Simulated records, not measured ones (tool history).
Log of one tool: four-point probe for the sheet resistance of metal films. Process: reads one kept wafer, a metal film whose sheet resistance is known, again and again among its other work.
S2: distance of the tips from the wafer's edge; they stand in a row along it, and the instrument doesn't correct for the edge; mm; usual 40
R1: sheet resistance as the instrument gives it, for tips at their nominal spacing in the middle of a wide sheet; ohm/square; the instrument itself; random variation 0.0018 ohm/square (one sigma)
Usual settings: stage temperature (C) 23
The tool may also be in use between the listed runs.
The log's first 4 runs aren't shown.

run 5 day=11.204 | stage_temperature_(C)=23 S2=7 | R1=9.139916
run 6 day=14.121 | stage_temperature_(C)=25 S2=7 | R1=9.126111
run 7 day=16.725 | stage_temperature_(C)=25 S2=7 | R1=9.128406
run 8 day=20.300 | stage_temperature_(C)=25 S2=7 | R1=9.128830
-- day=21.704 stage's thermometer calibrated
run 9 day=24.592 | stage_temperature_(C)=23 S2=40 | R1=8.987406
run 10 day=27.883 | stage_temperature_(C)=21 S2=40 | R1=8.995797
run 11 day=31.750 | stage_temperature_(C)=21 S2=40 | R1=8.996801
run 12 day=34.971 | stage_temperature_(C)=23 S2=40 | R1=8.983559
run 13 day=37.212 | stage_temperature_(C)=23 S2=40 | R1=8.982869
run 14 day=40.850 | stage_temperature_(C)=23 S2=40 | R1=8.989667
run 15 day=45.112 | stage_temperature_(C)=23 S2=21 | R1=8.996819
run 16 day=48.162 | stage_temperature_(C)=23 S2=40 | R1=8.985481
run 17 day=51.596 | stage_temperature_(C)=23 S2=40 | R1=8.981868
run 18 day=53.383 | stage_temperature_(C)=34 S2=40 | R1=8.928144
run 19 day=56.546 | stage_temperature_(C)=21 S2=3 | R1=9.775039
run 20 day=60.096 | stage_temperature_(C)=35 S2=23 | R1=8.932831
run 21 day=64.108 | stage_temperature_(C)=22 S2=32 | R1=8.995088
run 22 day=66.679 | stage_temperature_(C)=22 S2=32 | R1=8.993374
run 23 day=69.038 | stage_temperature_(C)=22 S2=32 | R1=8.991428

Forecast run 24:
run 24 day=72.992 | stage_temperature_(C)=22 S2=32 | R1=?

{"run 24": {"R1": 8.990641}}
Without the tool's hidden state the same run would have given R1 8.991420 ohm/square.
